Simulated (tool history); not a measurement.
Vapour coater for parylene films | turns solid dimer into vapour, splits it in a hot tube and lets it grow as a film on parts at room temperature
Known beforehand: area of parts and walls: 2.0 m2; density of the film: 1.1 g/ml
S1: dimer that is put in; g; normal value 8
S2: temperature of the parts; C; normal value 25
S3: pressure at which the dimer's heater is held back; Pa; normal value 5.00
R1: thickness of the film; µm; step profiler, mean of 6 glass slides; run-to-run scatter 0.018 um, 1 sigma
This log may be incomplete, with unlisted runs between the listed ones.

run 1 hour=0.0 | S1=8 S2=25 S3=5.00 | R1=2.60
run 2 hour=40.2 | S1=8 S2=25 S3=5.00 | R1=2.56
run 3 hour=78.2 | S1=8 S2=25 S3=5.00 | R1=2.58
run 4 hour=109.7 | S1=8 S2=25 S3=2.20 | R1=2.80
-- hour=132.7 trap's valve overhauled
run 5 hour=155.0 | S1=8 S2=25 S3=2.20 | R1=3.16
run 6 hour=187.8 | S1=4 S2=25 S3=5.00 | R1=1.44
run 7 hour=226.0 | S1=4 S2=25 S3=3.27 | R1=1.50
run 8 hour=259.9 | S1=4 S2=25 S3=3.27 | R1=1.50
run 9 hour=291.5 | S1=4 S2=25 S3=3.27 | R1=1.49
run 10 hour=326.9 | S1=4 S2=25 S3=3.27 | R1=1.48
run 11 hour=371.3 | S1=4 S2=25 S3=3.27 | R1=1.46
run 12 hour=394.7 | S1=11 S2=25 S3=3.27 | R1=4.06
run 13 hour=422.7 | S1=11 S2=25 S3=3.27 | R1=4.03
run 14 hour=460.5 | S1=8 S2=25 S3=11.12 | R1=2.52
run 15 hour=505.0 | S1=8 S2=25 S3=11.12 | R1=2.52
run 16 hour=533.2 | S1=8 S2=25 S3=11.12 | R1=2.51
run 17 hour=575.9 | S1=5 S2=25 S3=11.12 | R1=1.55
run 18 hour=606.0 | S1=9 S2=25 S3=5.00 | R1=3.14
run 19 hour=630.5 | S1=9 S2=25 S3=5.00 | R1=3.09
run 20 hour=667.7 | S1=8 S2=25 S3=2.45 | R1=2.99
run 21 hour=693.1 | S1=8 S2=25 S3=2.45 | R1=2.98
run 22 hour=722.8 | S1=5 S2=25 S3=5.00 | R1=1.69
run 23 hour=762.3 | S1=7 S2=25 S3=5.00 | R1=2.40
run 24 hour=783.5 | S1=10 S2=25 S3=2.26 | R1=3.73
run 25 hour=828.9 | S1=4 S2=24 S3=5.00 | R1=1.41
run 26 hour=858.5 | S1=9 S2=21 S3=9.62 | R1=3.07
run 27 hour=892.8 | S1=9 S2=21 S3=9.62 | R1=3.07
run 28 hour=930.7 | S1=9 S2=21 S3=9.62 | R1=3.06
run 29 hour=952.4 | S1=9 S2=21 S3=9.62 | R1=3.01
run 30 hour=995.4 | S1=8 S2=24 S3=2.61 | R1=2.92
run 31 hour=1019.6 | S1=3 S2=32 S3=2.59 | R1=0.92
run 32 hour=1053.9 | S1=6 S2=22 S3=3.23 | R1=2.23
run 33 hour=1074.2 | S1=8 S2=25 S3=2.44 | R1=2.85
run 34 hour=1111.5 | S1=6 S2=34 S3=2.61 | R1=1.73
run 35 hour=1132.0 | S1=10 S2=25 S3=5.00 | R1=3.27
run 36 hour=1162.9 | S1=7 S2=21 S3=3.95 | R1=2.54
run 37 hour=1191.8 | S1=9 S2=21 S3=2.81 | R1=3.39
run 38 hour=1228.3 | S1=6 S2=21 S3=2.81 | R1=2.26
-- hour=1252.3 trap's valve overhauled
run 39 hour=1256.0 | S1=6 S2=21 S3=2.81 | R1=2.58
run 40 hour=1286.3 | S1=6 S2=21 S3=8.18 | R1=2.25
run 41 hour=1308.5 | S1=5 S2=21 S3=8.18 | R1=1.90
run 42 hour=1327.5 | S1=5 S2=21 S3=8.18 | R1=1.90
run 43 hour=1371.3 | S1=8 S2=30 S3=5.00 | R1=2.59
run 44 hour=1402.2 | S1=6 S2=30 S3=5.00 | R1=1.95
run 45 hour=1428.3 | S1=6 S2=30 S3=2.03 | R1=2.18
run 46 hour=1447.7 | S1=6 S2=30 S3=7.93 | R1=1.86

Alternative continuations, all from the tool just after run 46; predict every row:
run A hour=1488.7 | S1=3 S2=33 S3=7.28 | R1=?
run B hour=1488.7 | S1=5 S2=30 S3=4.76 | R1=?
run C hour=1488.7 | S1=5 S2=25 S3=8.11 | R1=?
run D hour=1488.7 | S1=6 S2=26 S3=5.00 | R1=?
run E hour=1488.7 | S1=4 S2=18 S3=7.93 | R1=?

run=A R1=0.86
run=B R1=1.63
run=C R1=1.69
run=D R1=2.09
run=E R1=1.60
What these runs would have given with no unlogged condition in the tool:
run=A R1=0.86
run=B R1=1.63
run=C R1=1.69
run=D R1=2.09
run=E R1=1.60

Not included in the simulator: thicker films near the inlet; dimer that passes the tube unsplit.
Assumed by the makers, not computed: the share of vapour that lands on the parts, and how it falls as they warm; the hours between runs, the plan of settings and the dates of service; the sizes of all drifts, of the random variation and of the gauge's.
